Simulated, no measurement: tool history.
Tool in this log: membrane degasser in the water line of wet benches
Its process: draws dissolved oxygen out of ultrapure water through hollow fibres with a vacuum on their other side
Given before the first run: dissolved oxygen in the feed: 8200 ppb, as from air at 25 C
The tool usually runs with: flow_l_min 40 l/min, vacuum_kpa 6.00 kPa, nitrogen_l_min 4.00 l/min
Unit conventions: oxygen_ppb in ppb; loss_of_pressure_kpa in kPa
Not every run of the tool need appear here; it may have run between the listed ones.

run 1 day=0.000 | flow_l_min=40 vacuum_kpa=6.00 nitrogen_l_min=4.00 | oxygen_ppb=150.3 loss_of_pressure_kpa=58.52
run 2 day=3.329 | flow_l_min=40 vacuum_kpa=6.00 nitrogen_l_min=4.00 | oxygen_ppb=148.6 loss_of_pressure_kpa=58.64
run 3 day=5.779 | flow_l_min=40 vacuum_kpa=6.00 nitrogen_l_min=4.00 | oxygen_ppb=151.6 loss_of_pressure_kpa=58.62
run 4 day=7.904 | flow_l_min=40 vacuum_kpa=6.00 nitrogen_l_min=4.00 | oxygen_ppb=152.5 loss_of_pressure_kpa=58.42
run 5 day=10.688 | flow_l_min=40 vacuum_kpa=6.00 nitrogen_l_min=4.00 | oxygen_ppb=150.2 loss_of_pressure_kpa=58.14
run 6 day=14.250 | flow_l_min=40 vacuum_kpa=6.00 nitrogen_l_min=4.00 | oxygen_ppb=152.1 loss_of_pressure_kpa=58.62
run 7 day=16.496 | flow_l_min=40 vacuum_kpa=6.00 nitrogen_l_min=4.00 | oxygen_ppb=150.5 loss_of_pressure_kpa=57.82
run 8 day=18.967 | flow_l_min=61 vacuum_kpa=6.00 nitrogen_l_min=4.00 | oxygen_ppb=240.2 loss_of_pressure_kpa=88.86
run 9 day=23.650 | flow_l_min=61 vacuum_kpa=6.92 nitrogen_l_min=4.00 | oxygen_ppb=273.0 loss_of_pressure_kpa=88.10
run 10 day=26.717 | flow_l_min=40 vacuum_kpa=6.00 nitrogen_l_min=4.00 | oxygen_ppb=152.4 loss_of_pressure_kpa=57.64
run 11 day=31.554 | flow_l_min=63 vacuum_kpa=6.00 nitrogen_l_min=4.00 | oxygen_ppb=251.8 loss_of_pressure_kpa=90.21
run 12 day=35.467 | flow_l_min=40 vacuum_kpa=6.00 nitrogen_l_min=8.47 | oxygen_ppb=118.9 loss_of_pressure_kpa=57.49
run 13 day=39.192 | flow_l_min=35 vacuum_kpa=6.00 nitrogen_l_min=8.47 | oxygen_ppb=101.0 loss_of_pressure_kpa=50.45
run 14 day=42.088 | flow_l_min=40 vacuum_kpa=6.00 nitrogen_l_min=4.92 | oxygen_ppb=139.0 loss_of_pressure_kpa=58.95
run 15 day=45.292 | flow_l_min=40 vacuum_kpa=6.00 nitrogen_l_min=4.92 | oxygen_ppb=137.9 loss_of_pressure_kpa=58.37
run 16 day=47.546 | flow_l_min=40 vacuum_kpa=6.00 nitrogen_l_min=4.92 | oxygen_ppb=141.8 loss_of_pressure_kpa=58.68
run 17 day=51.654 | flow_l_min=40 vacuum_kpa=3.84 nitrogen_l_min=8.42 | oxygen_ppb=95.0 loss_of_pressure_kpa=58.28
run 18 day=54.475 | flow_l_min=53 vacuum_kpa=5.36 nitrogen_l_min=5.91 | oxygen_ppb=172.2 loss_of_pressure_kpa=77.43
run 19 day=59.192 | flow_l_min=26 vacuum_kpa=13.72 nitrogen_l_min=4.12 | oxygen_ppb=203.1 loss_of_pressure_kpa=37.61
run 20 day=63.167 | flow_l_min=26 vacuum_kpa=13.72 nitrogen_l_min=4.12 | oxygen_ppb=202.5 loss_of_pressure_kpa=37.53
run 21 day=66.546 | flow_l_min=39 vacuum_kpa=4.84 nitrogen_l_min=4.00 | oxygen_ppb=122.1 loss_of_pressure_kpa=55.94
run 22 day=70.908 | flow_l_min=39 vacuum_kpa=6.00 nitrogen_l_min=3.88 | oxygen_ppb=146.6 loss_of_pressure_kpa=56.18
run 23 day=75.446 | flow_l_min=42 vacuum_kpa=6.62 nitrogen_l_min=2.04 | oxygen_ppb=239.8 loss_of_pressure_kpa=60.12
run 24 day=78.462 | flow_l_min=40 vacuum_kpa=8.86 nitrogen_l_min=2.43 | oxygen_ppb=287.5 loss_of_pressure_kpa=57.40
run 25 day=81.742 | flow_l_min=25 vacuum_kpa=6.92 nitrogen_l_min=6.45 | oxygen_ppb=77.7 loss_of_pressure_kpa=35.50
run 26 day=84.679 | flow_l_min=57 vacuum_kpa=7.60 nitrogen_l_min=4.98 | oxygen_ppb=248.1 loss_of_pressure_kpa=81.00
run 27 day=89.342 | flow_l_min=57 vacuum_kpa=7.60 nitrogen_l_min=4.98 | oxygen_ppb=248.2 loss_of_pressure_kpa=81.27
run 28 day=92.879 | flow_l_min=57 vacuum_kpa=7.60 nitrogen_l_min=4.98 | oxygen_ppb=250.6 loss_of_pressure_kpa=80.80
run 29 day=97.612 | flow_l_min=31 vacuum_kpa=7.60 nitrogen_l_min=11.76 | oxygen_ppb=88.1 loss_of_pressure_kpa=44.17
run 30 day=101.104 | flow_l_min=27 vacuum_kpa=6.53 nitrogen_l_min=3.93 | oxygen_ppb=100.9 loss_of_pressure_kpa=38.51
run 31 day=104.238 | flow_l_min=27 vacuum_kpa=4.76 nitrogen_l_min=3.93 | oxygen_ppb=74.3 loss_of_pressure_kpa=39.73

Withheld: 2 entries from between the runs. Position of each, and hidden state at the listed run before versus the listed run after:
After run 13, before run 14: gauge calibrated (day 41.721)
  drift of the gauge itself on loss_of_pressure_kpa, %: -2.46 -> -0.02
  measured less the result without the state, loss_of_pressure_kpa: -1.24 -> +0.02 kPa
After run 30, before run 31: gauge calibrated (day 102.471)
  drift of the gauge itself on loss_of_pressure_kpa, %: -3.73 -> -0.11
  measured less the result without the state, loss_of_pressure_kpa: -1.46 -> -0.01 kPa
